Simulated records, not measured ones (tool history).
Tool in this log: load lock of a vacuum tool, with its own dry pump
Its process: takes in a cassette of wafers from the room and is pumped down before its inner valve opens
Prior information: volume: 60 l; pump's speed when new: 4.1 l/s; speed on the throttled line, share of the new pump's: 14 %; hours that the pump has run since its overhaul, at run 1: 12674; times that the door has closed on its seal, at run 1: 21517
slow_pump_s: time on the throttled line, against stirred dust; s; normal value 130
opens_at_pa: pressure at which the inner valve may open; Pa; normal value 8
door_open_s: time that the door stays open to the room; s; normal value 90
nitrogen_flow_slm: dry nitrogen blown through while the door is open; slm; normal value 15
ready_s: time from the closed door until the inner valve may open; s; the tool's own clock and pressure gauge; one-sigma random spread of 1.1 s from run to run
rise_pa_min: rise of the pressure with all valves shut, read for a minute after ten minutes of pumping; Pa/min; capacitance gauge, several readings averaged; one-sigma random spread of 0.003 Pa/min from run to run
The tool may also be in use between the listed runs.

run,day,slow_pump_s,opens_at_pa,door_open_s,nitrogen_flow_slm,hours that the pump has run since its overhaul,times that the door has closed on its seal,"incoming humidity of the room's air, %",ready_s,rise_pa_min
1,0.000,130,8,90,15,12674,21517,44.1,252.1,0.051
2,10.508,130,8,90,15,12927,22740,43.9,251.2,0.055
3,23.496,130,8,90,15,13238,24251,46.0,254.9,0.053
4,34.367,130,8,90,15,13499,25516,52.0,251.8,0.060
5,48.483,130,8,90,15,13838,27159,48.9,249.7,0.054
6,70.600,130,8,90,15,14369,29732,43.6,253.0,0.052
7,85.892,130,8,34,15,14736,31511,46.6,251.1,0.038
8,99.288,130,8,90,15,15057,33070,46.2,251.4,0.050
9,116.208,130,8,90,15,15463,35039,45.7,251.1,0.053
# day 120.488: dry pump taken out, an overhauled one fitted
10,129.967,130,8,90,15,227,36610,44.8,252.9,0.051
11,143.317,130,8,90,15,548,38164,43.6,251.5,0.056
12,158.217,130,8,90,15,905,39897,44.9,252.7,0.054
13,172.488,130,8,90,15,1248,41558,47.8,250.5,0.054
# day 176.883: door's seal changed, seat wiped
14,184.008,130,8,90,15,1523,829,45.6,252.5,0.053
15,195.492,130,8,90,15,1799,2165,44.7,252.1,0.053
16,216.012,130,8,90,15,2291,4553,48.2,249.4,0.058
17,228.788,130,8,90,15,2598,6039,43.9,250.9,0.049
18,241.158,130,8,90,15,2895,7479,44.2,252.3,0.053
19,261.904,160,11,37,15,3392,9893,47.4,271.8,0.032
20,276.604,130,15,90,8,3745,11603,47.8,242.2,0.068
21,291.229,130,15,90,8,4096,13305,46.2,241.3,0.068
22,304.500,258,8,90,9,4415,14849,46.7,361.9,0.058
23,323.971,168,8,63,9,4882,17114,51.7,283.1,0.062
24,346.275,168,8,63,9,5417,19709,49.3,285.3,0.053
25,359.621,168,8,63,9,5738,21262,44.2,283.3,0.045
26,381.321,226,8,63,34,6258,23787,45.8,334.7,0.034
27,392.296,226,8,63,34,6522,25064,44.9,333.7,0.034
28,406.917,114,8,105,38,6873,26765,44.1,239.0,0.036
29,428.783,66,12,208,7,7398,29310,41.5,191.1,0.089
30,450.688,66,12,208,7,7923,31858,47.6,191.2,0.101
31,462.567,66,12,208,7,8208,33241,46.6,189.6,0.101
32,481.296,66,12,208,7,8658,35420,47.6,190.1,0.101
33,498.308,83,8,90,22,9066,37399,43.1,212.7,0.046
34,512.717,130,8,159,44,9412,39076,44.5,251.4,0.045
35,525.308,130,8,159,44,9714,40541,39.4,251.1,0.043
# day 538.200: door's seal changed, seat wiped
36,548.238,230,12,159,44,10263,1168,44.6,330.7,0.043

What if the next run were any one of these 4? Each begins from the tool's condition after run 36:
A,567.133,130,8,41,15,10716,3367,43.8,?,?
B,567.133,130,8,90,15,10716,3367,45.4,?,?
C,567.133,105,12,159,7,10716,3367,43.2,?,?
D,567.133,230,9,34,44,10716,3367,41.9,?,?

run,ready_s,rise_pa_min
A,251.3,0.033
B,250.9,0.058
C,225.3,0.074
D,333.9,0.020
Without the tool's unlogged condition, the same runs would have read:
run,ready_s,rise_pa_min
A,251.2,0.033
B,250.9,0.058
C,225.3,0.074
D,333.9,0.020

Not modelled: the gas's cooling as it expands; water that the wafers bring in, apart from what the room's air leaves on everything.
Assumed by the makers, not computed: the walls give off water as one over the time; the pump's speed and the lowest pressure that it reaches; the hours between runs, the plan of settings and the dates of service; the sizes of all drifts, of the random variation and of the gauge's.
